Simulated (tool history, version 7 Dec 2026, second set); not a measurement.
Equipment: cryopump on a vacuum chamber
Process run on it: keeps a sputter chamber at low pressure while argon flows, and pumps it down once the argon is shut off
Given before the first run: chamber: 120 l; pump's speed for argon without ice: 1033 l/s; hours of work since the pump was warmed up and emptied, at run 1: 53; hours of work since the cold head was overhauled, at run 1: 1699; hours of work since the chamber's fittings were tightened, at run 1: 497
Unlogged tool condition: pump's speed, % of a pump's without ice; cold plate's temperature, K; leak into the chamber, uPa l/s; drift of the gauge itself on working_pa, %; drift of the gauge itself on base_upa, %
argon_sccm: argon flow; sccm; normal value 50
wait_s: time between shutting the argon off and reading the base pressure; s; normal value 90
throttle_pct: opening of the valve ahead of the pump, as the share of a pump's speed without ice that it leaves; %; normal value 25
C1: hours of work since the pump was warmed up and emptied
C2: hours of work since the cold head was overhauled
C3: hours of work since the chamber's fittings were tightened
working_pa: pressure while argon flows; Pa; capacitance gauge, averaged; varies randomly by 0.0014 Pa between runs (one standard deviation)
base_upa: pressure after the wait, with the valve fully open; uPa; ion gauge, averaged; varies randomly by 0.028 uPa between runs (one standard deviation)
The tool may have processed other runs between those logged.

Run 1, hour 0: usual settings; C1 53; C2 1699; C3 497. Result: working_pa 0.335 Pa, base_upa 2.05 uPa.
Run 2, hour 35.2: usual settings; C1 76; C2 1722; C3 519. Result: working_pa 0.3355 Pa, base_upa 2.14 uPa.
Run 3, hour 64: usual settings; C1 94; C2 1740; C3 538. Result: working_pa 0.3357 Pa, base_upa 2.19 uPa.
Run 4, hour 115.7: usual settings; C1 127; C2 1773; C3 571. Result: working_pa 0.3381 Pa, base_upa 2.29 uPa.
Run 5, hour 167.8: usual settings; C1 161; C2 1806; C3 604. Result: working_pa 0.342 Pa, base_upa 2.35 uPa.
Run 6, hour 228.1: usual settings; C1 199; C2 1845; C3 643. Result: working_pa 0.3477 Pa, base_upa 2.55 uPa.
Run 7, hour 296.1: usual settings; C1 243; C2 1889; C3 686. Result: working_pa 0.3502 Pa, base_upa 2.57 uPa.
Run 8, hour 333.1: usual settings; C1 267; C2 1912; C3 710. Result: working_pa 0.3522 Pa, base_upa 2.71 uPa.
Run 9, hour 374.3: usual settings; C1 293; C2 1939; C3 737. Result: working_pa 0.3571 Pa, base_upa 2.71 uPa.
Run 10, hour 422.2: usual settings; C1 324; C2 1970; C3 767. Result: working_pa 0.3599 Pa, base_upa 2.83 uPa.
Run 11, hour 482.9: usual settings; C1 363; C2 2008; C3 806. Result: working_pa 0.3662 Pa, base_upa 3.07 uPa.
At hour 530.4: pump warmed up, emptied and cooled again.
Run 12, hour 554.9: usual settings; C1 16; C2 2051; C3 849. Result: working_pa 0.3298 Pa, base_upa 2.56 uPa.
Run 13, hour 616.8: usual settings but wait_s 93 s; C1 55; C2 2091; C3 889. Result: working_pa 0.3312 Pa, base_upa 2.63 uPa.
Run 14, hour 663.7: usual settings but wait_s 257 s; C1 85; C2 2121; C3 919. Result: working_pa 0.3358 Pa, base_upa 2.04 uPa.
Run 15, hour 719.1: usual settings but argon_sccm 65 sccm, wait_s 257 s; C1 121; C2 2157; C3 954. Result: working_pa 0.4395 Pa, base_upa 2.13 uPa.
Run 16, hour 750: usual settings but argon_sccm 65 sccm, wait_s 257 s; C1 141; C2 2176; C3 974. Result: working_pa 0.4407 Pa, base_upa 2.21 uPa.
Run 17, hour 795.9: usual settings but throttle_pct 22 %; C1 170; C2 2206; C3 1004. Result: working_pa 0.3861 Pa, base_upa 2.93 uPa.
Run 18, hour 844.8: usual settings but argon_sccm 29 sccm, wait_s 37 s; C1 202; C2 2237; C3 1035. Result: working_pa 0.2013 Pa, base_upa 4.39 uPa.
Run 19, hour 901.6: usual settings but argon_sccm 56 sccm, throttle_pct 43 %; C1 238; C2 2274; C3 1071. Result: working_pa 0.2386 Pa, base_upa 3.13 uPa.
Run 20, hour 954.1: usual settings but argon_sccm 56 sccm, wait_s 178 s, throttle_pct 51 %; C1 272; C2 2307; C3 1105. Result: working_pa 0.2087 Pa, base_upa 2.9 uPa.
Run 21, hour 986.5: usual settings but argon_sccm 56 sccm, wait_s 178 s, throttle_pct 24 %; C1 292; C2 2328; C3 1126. Result: working_pa 0.4136 Pa, base_upa 2.92 uPa.
Run 22, hour 1042.5: usual settings but argon_sccm 42 sccm, wait_s 149 s; C1 328; C2 2364; C3 1162. Result: working_pa 0.3021 Pa, base_upa 3.19 uPa.
Run 23, hour 1089.8: usual settings but argon_sccm 42 sccm, wait_s 149 s; C1 359; C2 2394; C3 1192. Result: working_pa 0.3049 Pa, base_upa 3.35 uPa.
Run 24, hour 1130.1: usual settings but argon_sccm 42 sccm, wait_s 149 s; C1 384; C2 2420; C3 1218. Result: working_pa 0.3085 Pa, base_upa 3.38 uPa.
At hour 1143.9: pump warmed up, emptied and cooled again.
Run 25, hour 1191.9: usual settings but argon_sccm 39 sccm, throttle_pct 37 %; C1 31; C2 2457; C3 1254. Result: working_pa 0.1753 Pa, base_upa 3.07 uPa.
Run 26, hour 1249.9: usual settings but argon_sccm 99 sccm, wait_s 123 s, throttle_pct 59 %; C1 68; C2 2494; C3 1291. Result: working_pa 0.2898 Pa, base_upa 2.77 uPa.
Run 27, hour 1288.7: usual settings but argon_sccm 22 sccm, wait_s 35 s, throttle_pct 26 %; C1 93; C2 2519; C3 1316. Result: working_pa 0.1436 Pa, base_upa 4.89 uPa.
Run 28, hour 1334.8: usual settings but argon_sccm 22 sccm, wait_s 35 s, throttle_pct 26 %; C1 122; C2 2548; C3 1346. Result: working_pa 0.1436 Pa, base_upa 4.91 uPa.
Run 29, hour 1375.7: usual settings but argon_sccm 39 sccm, wait_s 114 s, throttle_pct 26 %; C1 149; C2 2574; C3 1372. Result: working_pa 0.2554 Pa, base_upa 3.32 uPa.
Run 30, hour 1426: usual settings but throttle_pct 50 %; C1 181; C2 2607; C3 1404. Result: working_pa 0.1828 Pa, base_upa 3.61 uPa.
Run 31, hour 1475.9: usual settings but argon_sccm 60 sccm, wait_s 62 s; C1 213; C2 2639; C3 1436. Result: working_pa 0.4176 Pa, base_upa 4.27 uPa.
Run 32, hour 1544.7: usual settings but argon_sccm 79 sccm, wait_s 54 s, throttle_pct 15 %; C1 257; C2 2683; C3 1480. Result: working_pa 0.9032 Pa, base_upa 4.64 uPa.
Run 33, hour 1582.9: usual settings but argon_sccm 22 sccm, throttle_pct 45 %; C1 281; C2 2707; C3 1505. Result: working_pa 0.0928 Pa, base_upa 4.06 uPa.

Branching from run 33: 4 alternative next runs. What would each branch give?
Run A, hour 1615.6: usual settings but argon_sccm 58 sccm, wait_s 71 s, throttle_pct 28 %; C1 302; C2 2728; C3 1526. Result: working_pa ?, base_upa ?.
Run B, hour 1615.6: usual settings but argon_sccm 35 sccm, wait_s 69 s, throttle_pct 16 %; C1 302; C2 2728; C3 1526. Result: working_pa ?, base_upa ?.
Run C, hour 1615.6: usual settings but argon_sccm 35 sccm, wait_s 281 s; C1 302; C2 2728; C3 1526. Result: working_pa ?, base_upa ?.
Run D, hour 1615.6: usual settings but argon_sccm 41 sccm, wait_s 172 s, throttle_pct 45 %; C1 302; C2 2728; C3 1526. Result: working_pa ?, base_upa ?.

run  working_pa  base_upa
  A      0.3792      4.43
  B      0.3766      4.52
  C      0.2532      3.42
  D      0.1737       3.8
With no hidden state in the tool, these same runs would have given:
run  working_pa  base_upa
  A      0.3418      1.61
  B      0.3545      1.69
  C      0.2307      0.62
  D      0.1477      0.86
